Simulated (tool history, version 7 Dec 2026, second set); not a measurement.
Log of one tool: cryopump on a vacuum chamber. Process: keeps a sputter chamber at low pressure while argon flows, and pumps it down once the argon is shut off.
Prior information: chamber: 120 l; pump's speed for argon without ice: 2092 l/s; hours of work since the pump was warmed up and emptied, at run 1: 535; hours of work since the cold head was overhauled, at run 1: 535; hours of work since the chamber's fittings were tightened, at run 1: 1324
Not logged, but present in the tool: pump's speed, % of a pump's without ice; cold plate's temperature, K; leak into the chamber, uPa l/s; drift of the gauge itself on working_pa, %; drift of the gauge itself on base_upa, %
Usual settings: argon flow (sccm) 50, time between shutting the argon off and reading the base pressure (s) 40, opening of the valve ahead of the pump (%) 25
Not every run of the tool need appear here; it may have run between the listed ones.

run,day,argon flow (sccm),time between shutting the argon off and reading the base pressure (s),opening of the valve ahead of the pump (%),hours of work since the pump was warmed up and emptied,hours of work since the cold head was overhauled,hours of work since the chamber's fittings were tightened,pressure while argon flows (Pa),pressure after the wait (uPa)
1,0,50,40,25,535,535,1324,0.1692,1.37
2,0.862,50,40,25,545,545,1334,0.169,1.41
3,1.562,50,40,25,553,553,1342,0.1713,1.46
4,3.05,45,40,25,571,571,1360,0.1529,1.49
5,4.254,50,40,25,585,585,1374,0.1693,1.41
6,5.912,50,40,25,605,605,1394,0.1703,1.47
7,7.492,50,40,25,624,624,1412,0.1719,1.46
8,8.771,50,106,25,639,639,1427,0.1716,1
9,9.529,50,40,25,648,648,1436,0.1704,1.47
10,11.05,50,40,25,666,666,1454,0.1712,1.53

Predict the results of run 11:
11,12.738,95,40,49,686,686,1474,?,?

{"run 11": {"pressure while argon flows (Pa)": 0.1768, "pressure after the wait (uPa)": 1.46}}
Take away the tool's hidden state, keep the run-to-run variation as it was, and the same run would have given pressure while argon flows (Pa) 0.1567, pressure after the wait (uPa) 0.98.
